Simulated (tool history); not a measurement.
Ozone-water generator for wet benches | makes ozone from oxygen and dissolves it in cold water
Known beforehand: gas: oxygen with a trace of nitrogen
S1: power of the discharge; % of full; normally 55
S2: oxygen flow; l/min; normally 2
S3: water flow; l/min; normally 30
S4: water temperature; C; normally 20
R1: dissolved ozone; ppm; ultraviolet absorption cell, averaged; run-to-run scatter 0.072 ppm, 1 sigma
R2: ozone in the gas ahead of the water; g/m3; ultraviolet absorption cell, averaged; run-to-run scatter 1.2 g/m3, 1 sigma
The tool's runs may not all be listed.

| run | day | S1 | S2 | S3 | S4 | R1 | R2 |
|---|---|---|---|---|---|---|---|
| 1 | 0 | 55 | 2 | 30 | 20 | 7.86 | 210.7 |
| 2 | 3.225 | 55 | 2 | 30 | 20 | 7.81 | 211.6 |
| 3 | 8.367 | 55 | 2 | 30 | 20 | 7.89 | 211.3 |
| 4 | 11.379 | 55 | 2 | 30 | 20 | 7.82 | 210.3 |
| 5 | 15.812 | 55 | 2 | 30 | 20 | 8.01 | 210.7 |
| 6 | 21.45 | 55 | 2 | 30 | 20 | 7.96 | 212.3 |
| 7 | 27.592 | 55 | 2 | 30 | 20 | 7.69 | 211.4 |
|  | 28.075 | water thermometer calibrated |
| 8 | 31.038 | 55 | 2 | 30 | 20 | 7.82 | 209.9 |
| 9 | 36.021 | 55 | 2 | 21 | 20 | 11.64 | 209.1 |
|  | 38.829 | water thermometer calibrated, once more |
| 10 | 41.333 | 55 | 2 | 37 | 20 | 6.08 | 209.5 |
| 11 | 47.467 | 55 | 2 | 30 | 19 | 7.88 | 207.9 |
| 12 | 52.483 | 55 | 2 | 30 | 19 | 7.75 | 207.8 |
| 13 | 58.396 | 55 | 2 | 30 | 19 | 7.78 | 208.2 |
| 14 | 63.521 | 55 | 1.54 | 20 | 20 | 11.48 | 245.5 |
| 15 | 68.35 | 55 | 1.4 | 30 | 15 | 7.31 | 257.6 |
| 16 | 71.433 | 55 | 1.38 | 26 | 14 | 8.5 | 262.4 |
| 17 | 78.25 | 85 | 2 | 30 | 28 | 10.11 | 287 |
| 18 | 81.421 | 85 | 2 | 30 | 28 | 10.2 | 290.1 |
| 19 | 84.571 | 85 | 1.78 | 30 | 16 | 10.77 | 310.4 |
| 20 | 87.983 | 55 | 2 | 33 | 13 | 7.07 | 207.3 |
| 21 | 91.321 | 55 | 2 | 33 | 13 | 7.09 | 203.6 |
| 22 | 94.658 | 55 | 2.59 | 21 | 13 | 12.27 | 175.1 |
| 23 | 97.829 | 55 | 2.59 | 21 | 13 | 12.3 | 175 |
| 24 | 100.846 | 55 | 2.59 | 21 | 13 | 12.3 | 176.6 |
| 25 | 106.979 | 89 | 2.71 | 21 | 13 | 17.79 | 249.7 |

Below are 5 alternative next runs, each starting from the tool's condition after run 25. Predict each:
| A | 111.679 | 55 | 2 | 46 | 20 | ? | ? |
| B | 111.679 | 44 | 2.81 | 21 | 13 | ? | ? |
| C | 111.679 | 41 | 1.66 | 30 | 19 | ? | ? |
| D | 111.679 | 84 | 2.43 | 21 | 13 | ? | ? |
| E | 111.679 | 55 | 2.91 | 40 | 22 | ? | ? |

| run | R1 | R2 |
|---|---|---|
| A | 4.46 | 206.2 |
| B | 10.47 | 138.9 |
| C | 5.8 | 183 |
| D | 16.82 | 252.5 |
| E | 5.72 | 162.3 |
Had the tool no hidden state, the same runs would have come out as:
| run | R1 | R2 |
|---|---|---|
| A | 5.05 | 220.9 |
| B | 11.48 | 146.7 |
| C | 6.37 | 192.3 |
| D | 19.27 | 278.6 |
| E | 6.45 | 173.9 |
